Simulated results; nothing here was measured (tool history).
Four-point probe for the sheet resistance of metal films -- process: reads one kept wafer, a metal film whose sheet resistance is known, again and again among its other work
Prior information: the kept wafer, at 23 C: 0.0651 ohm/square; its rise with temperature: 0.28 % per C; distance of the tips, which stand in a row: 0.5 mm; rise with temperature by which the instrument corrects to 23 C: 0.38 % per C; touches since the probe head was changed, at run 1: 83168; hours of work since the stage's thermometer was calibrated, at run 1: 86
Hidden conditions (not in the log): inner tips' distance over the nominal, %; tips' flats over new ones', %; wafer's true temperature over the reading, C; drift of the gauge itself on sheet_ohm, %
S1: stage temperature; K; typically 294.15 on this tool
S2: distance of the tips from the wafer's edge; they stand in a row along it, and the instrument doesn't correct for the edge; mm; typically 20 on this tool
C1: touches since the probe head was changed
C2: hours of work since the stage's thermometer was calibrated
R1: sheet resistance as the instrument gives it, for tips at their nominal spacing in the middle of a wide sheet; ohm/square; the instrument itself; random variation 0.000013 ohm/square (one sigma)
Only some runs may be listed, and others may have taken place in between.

Run 1, hour 0: usual settings; C1 83168; C2 86. Result: R1 0.064506 ohm/square.
Run 2, hour 58.9: usual settings but S2 7 mm; C1 85839; C2 128. Result: R1 0.064612 ohm/square.
Run 3, hour 122.8: usual settings but S2 14 mm; C1 88733; C2 173. Result: R1 0.064447 ohm/square.
Run 4, hour 167.5: usual settings; C1 90758; C2 204. Result: R1 0.064407 ohm/square.
Run 5, hour 231.7: usual settings; C1 93670; C2 250. Result: R1 0.064368 ohm/square.
Run 6, hour 295.2: usual settings; C1 96547; C2 295. Result: R1 0.064362 ohm/square.
At hour 314.7: new probe head fitted.
Run 7, hour 362: usual settings; C1 2144; C2 342. Result: R1 0.065126 ohm/square.
Run 8, hour 431.5: usual settings; C1 5292; C2 391. Result: R1 0.065106 ohm/square.
Run 9, hour 497.6: usual settings; C1 8288; C2 438. Result: R1 0.065087 ohm/square.
Run 10, hour 579.1: usual settings but S2 5 mm; C1 11983; C2 495. Result: R1 0.065372 ohm/square.
Run 11, hour 642.2: usual settings but S2 5 mm; C1 14842; C2 540. Result: R1 0.065331 ohm/square.
Run 12, hour 712.9: usual settings but S2 11 mm; C1 18046; C2 590. Result: R1 0.065009 ohm/square.
Run 13, hour 778.1: usual settings but S1 306.15 K, S2 11 mm; C1 21003; C2 637. Result: R1 0.064227 ohm/square.
Run 14, hour 860.7: usual settings but S1 306.15 K, S2 11 mm; C1 24743; C2 695. Result: R1 0.064207 ohm/square.
Run 15, hour 939.4: usual settings; C1 28312; C2 751. Result: R1 0.064872 ohm/square.
Run 16, hour 987.2: usual settings; C1 30478; C2 785. Result: R1 0.064847 ohm/square.
Run 17, hour 1028.8: usual settings; C1 32361; C2 814. Result: R1 0.064815 ohm/square.
Run 18, hour 1085.2: usual settings; C1 34918; C2 854. Result: R1 0.064819 ohm/square.
Run 19, hour 1154.3: usual settings; C1 38050; C2 903. Result: R1 0.064777 ohm/square.
Run 20, hour 1231.4: usual settings; C1 41545; C2 958. Result: R1 0.064741 ohm/square.
Run 21, hour 1304.8: usual settings; C1 44870; C2 1010. Result: R1 0.064702 ohm/square.
At hour 1312.3: stage's thermometer calibrated.
Run 22, hour 1369.3: usual settings but S1 301.15 K; C1 47770; C2 40. Result: R1 0.064271 ohm/square.
Run 23, hour 1423: usual settings but S1 291.15 K; C1 50207; C2 78. Result: R1 0.064853 ohm/square.
Run 24, hour 1497.9: usual settings but S1 291.15 K; C1 53599; C2 131. Result: R1 0.064816 ohm/square.
Run 25, hour 1572.1: usual settings but S1 291.15 K; C1 56961; C2 184. Result: R1 0.06481 ohm/square.
Run 26, hour 1650.6: usual settings but S1 307.15 K; C1 60520; C2 240. Result: R1 0.063786 ohm/square.
At hour 1666.6: stage's thermometer calibrated, once more.
Run 27, hour 1694.8: usual settings but S1 307.15 K; C1 62500; C2 20. Result: R1 0.063677 ohm/square.
Run 28, hour 1776.1: usual settings but S1 293.15 K, S2 32 mm; C1 66183; C2 78. Result: R1 0.064484 ohm/square.
Run 29, hour 1822.1: usual settings but S1 292.15 K, S2 42 mm; C1 68272; C2 110. Result: R1 0.064532 ohm/square.
Run 30, hour 1862.7: usual settings but S1 308.15 K, S2 9 mm; C1 70108; C2 139. Result: R1 0.063611 ohm/square.
Run 31, hour 1922: usual settings but S1 296.15 K, S2 17 mm; C1 72797; C2 181. Result: R1 0.064237 ohm/square.
Run 32, hour 1958.5: usual settings but S1 306.15 K, S2 11 mm; C1 74452; C2 207. Result: R1 0.063667 ohm/square.
Run 33, hour 2016: usual settings but S1 306.15 K, S2 11 mm; C1 77055; C2 248. Result: R1 0.063635 ohm/square.
Run 34, hour 2093.5: usual settings but S1 306.15 K, S2 11 mm; C1 80571; C2 303. Result: R1 0.063581 ohm/square.
Run 35, hour 2171.9: usual settings but S2 12 mm; C1 84123; C2 358. Result: R1 0.064294 ohm/square.
Run 36, hour 2249.1: usual settings but S1 295.15 K, S2 7 mm; C1 87621; C2 413. Result: R1 0.064305 ohm/square.
Run 37, hour 2290: usual settings but S1 299.15 K, S2 21 mm; C1 89475; C2 442. Result: R1 0.063871 ohm/square.
Run 38, hour 2345.2: usual settings but S1 299.15 K, S2 15 mm; C1 91978; C2 481. Result: R1 0.06387 ohm/square.
Run 39, hour 2405.1: usual settings but S1 299.15 K, S2 15 mm; C1 94693; C2 523. Result: R1 0.063864 ohm/square.
Run 40, hour 2440.1: usual settings but S1 299.15 K, S2 15 mm; C1 96277; C2 548. Result: R1 0.063842 ohm/square.
At hour 2467.1: new probe head fitted.
Run 41, hour 2480.2: usual settings but S1 296.15 K, S2 4 mm; C1 597; C2 576. Result: R1 0.065664 ohm/square.
Run 42, hour 2530: usual settings but S1 296.15 K, S2 4 mm; C1 2851; C2 611. Result: R1 0.065661 ohm/square.
Run 43, hour 2604.4: usual settings but S1 293.15 K, S2 5 mm; C1 6226; C2 664. Result: R1 0.065628 ohm/square.
Run 44, hour 2682.5: usual settings but S1 307.15 K, S2 35 mm; C1 9764; C2 719. Result: R1 0.064376 ohm/square.

Hidden condition of the tool, last listed run before each entry between runs versus first listed run after:
Between runs 6 and 7: new probe head fitted (hour 314.7)
  inner tips' distance over the nominal, %: -1.271 -> -0.174; tips' flats over new ones', %: 131 -> 3; wafer's true temperature over the reading, C: 0.01 -> 0.03
  measured result minus the result with no hidden state, R1: -0.000895 -> -0.000117 ohm/square
Between runs 21 and 22: stage's thermometer calibrated (hour 1312.3)
  inner tips' distance over the nominal, %: -0.829 -> -0.874; tips' flats over new ones', %: 62 -> 66; wafer's true temperature over the reading, C: 0.24 -> 0.4
  measured result minus the result with no hidden state, R1: -0.000541 -> -0.000542 ohm/square
Between runs 26 and 27: stage's thermometer calibrated, once more (hour 1666.6)
  inner tips' distance over the nominal, %: -1.068 -> -1.101; tips' flats over new ones', %: 84 -> 87; wafer's true temperature over the reading, C: 0.46 -> -0.03
  measured result minus the result with no hidden state, R1: -0.000664 -> -0.000772 ohm/square
Between runs 40 and 41: new probe head fitted (hour 2467.1)
  inner tips' distance over the nominal, %: -1.626 -> 0.02; tips' flats over new ones', %: 133 -> 1; wafer's true temperature over the reading, C: 0.13 -> 0.14
  measured result minus the result with no hidden state, R1: -0.001117 -> +0.000041 ohm/square
